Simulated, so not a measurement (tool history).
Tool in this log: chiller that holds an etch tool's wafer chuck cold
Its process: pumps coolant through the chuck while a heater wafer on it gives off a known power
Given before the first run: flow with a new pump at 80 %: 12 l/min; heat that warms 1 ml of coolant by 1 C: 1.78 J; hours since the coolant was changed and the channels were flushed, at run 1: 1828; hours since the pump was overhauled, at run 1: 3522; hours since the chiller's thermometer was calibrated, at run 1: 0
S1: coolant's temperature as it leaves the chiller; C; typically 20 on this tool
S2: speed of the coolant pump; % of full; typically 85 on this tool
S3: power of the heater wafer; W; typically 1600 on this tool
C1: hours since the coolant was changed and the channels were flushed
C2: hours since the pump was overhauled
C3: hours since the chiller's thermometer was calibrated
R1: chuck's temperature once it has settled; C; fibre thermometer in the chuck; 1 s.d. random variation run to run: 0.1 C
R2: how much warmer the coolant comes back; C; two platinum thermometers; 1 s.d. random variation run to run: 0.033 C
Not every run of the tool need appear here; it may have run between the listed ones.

run	hour	S1	S2	S3	C1	C2	C3	R1	R2
1	0	20	85	1600	1828	3522	0	34.5	4.58
2	108.9	20	85	1600	1937	3631	109	34.5	4.67
3	160.2	20	85	1600	1988	3682	160	34.5	4.59
4	266.3	20	85	1600	2095	3789	266	34.8	4.66
5	341.6	20	85	1600	2170	3864	342	34.9	4.6
6	401.3	20	91	1600	2230	3924	401	33.9	4.35
7	458.3	20	91	1600	2287	3981	458	34	4.31
8	554.5	16	91	1773	2383	4077	554	31.6	4.81
9	670.8	16	91	1773	2499	4193	671	31.6	4.85
10	765	16	65	1284	2593	4287	765	31.1	5.06
11	878.4	12	64	2210	2707	4401	878	38.5	8.88
12	971.1	12	64	2210	2799	4493	971	38.7	8.91

Alternative continuations, all from the tool just after run 12; predict every row:
A	1032.8	20	83	2323	2861	4555	1033	?	?
B	1032.8	27	64	2341	2861	4555	1033	?	?
C	1032.8	10	86	865	2861	4555	1033	?	?
D	1032.8	12	82	1932	2861	4555	1033	?	?

run	R1	R2
A	42.6	7.04
B	55.4	9.4
C	18.1	2.53
D	30.9	5.95
Stripped of hidden state, with their random variation kept, the same runs would have yielded:
run	R1	R2
A	38.8	6.25
B	50.6	8.34
C	16.8	2.24
D	27.7	5.29
